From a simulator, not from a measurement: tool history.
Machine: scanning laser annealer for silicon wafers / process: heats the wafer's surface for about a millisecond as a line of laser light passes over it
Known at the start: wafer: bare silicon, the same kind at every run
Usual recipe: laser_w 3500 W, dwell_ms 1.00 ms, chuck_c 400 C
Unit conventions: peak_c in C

run	hour	laser_w	dwell_ms	chuck_c	peak_c
1	0.0	3500	1.00	400	1153
2	44.2	3500	1.00	411	1161
3	104.9	3500	1.00	411	1157
4	144.0	3500	0.82	411	1093
5	183.3	3500	0.82	411	1088
6	231.4	3500	0.82	411	1081
# hour 257.3: window over the wafer cleaned
7	273.3	3500	0.82	411	1069
8	323.3	3500	0.82	411	1066
9	355.6	3500	0.82	411	1060
10	381.9	3500	0.82	411	1056
11	432.3	3500	1.00	369	1072
# hour 465.3: optics aligned, line set to its width
12	467.7	3500	0.75	400	1027
13	497.4	3500	0.75	400	1022
14	558.2	3500	1.00	370	1069
# hour 593.6: window over the wafer cleaned, once more
15	608.1	3500	1.00	400	1183
16	637.8	3500	1.00	400	1181
17	684.0	3500	1.00	400	1173
18	721.5	3500	1.00	400	1172
19	762.5	3500	1.00	373	1139
20	806.2	3500	1.00	373	1140
21	835.2	3213	1.00	388	1086
22	896.4	3213	1.00	388	1083
23	923.8	3807	1.00	375	1191
24	953.4	3500	0.75	384	1046
25	990.5	3500	0.75	384	1045
26	1035.8	3709	1.08	419	1232
27	1066.5	3709	1.08	419	1234
# hour 1087.2: window over the wafer cleaned
28	1113.9	3709	1.08	419	1265
29	1153.0	3709	0.92	409	1194
30	1199.9	3709	0.92	409	1191
31	1238.9	3170	0.99	371	1062
32	1299.5	3824	1.13	436	1303
33	1361.1	3522	1.00	364	1124
34	1401.2	3522	1.00	364	1122
35	1447.1	3522	0.76	364	1029
36	1488.2	3268	0.75	412	1023
37	1519.9	3102	1.12	388	1078
38	1546.1	3579	1.23	388	1209
# hour 1577.9: window over the wafer cleaned
39	1587.6	3579	1.23	372	1235
40	1632.3	3579	1.23	372	1233

Forecast each of these 3 alternatives for the next run:
A	1695.1	3579	0.86	398	?
B	1695.1	3134	0.78	391	?
C	1695.1	3500	1.00	408	?

run	peak_c
A	1128
B	1007
C	1171
Stripped of hidden state, with their random variation kept, the same runs would have yielded:
run	peak_c
A	1148
B	1023
C	1192

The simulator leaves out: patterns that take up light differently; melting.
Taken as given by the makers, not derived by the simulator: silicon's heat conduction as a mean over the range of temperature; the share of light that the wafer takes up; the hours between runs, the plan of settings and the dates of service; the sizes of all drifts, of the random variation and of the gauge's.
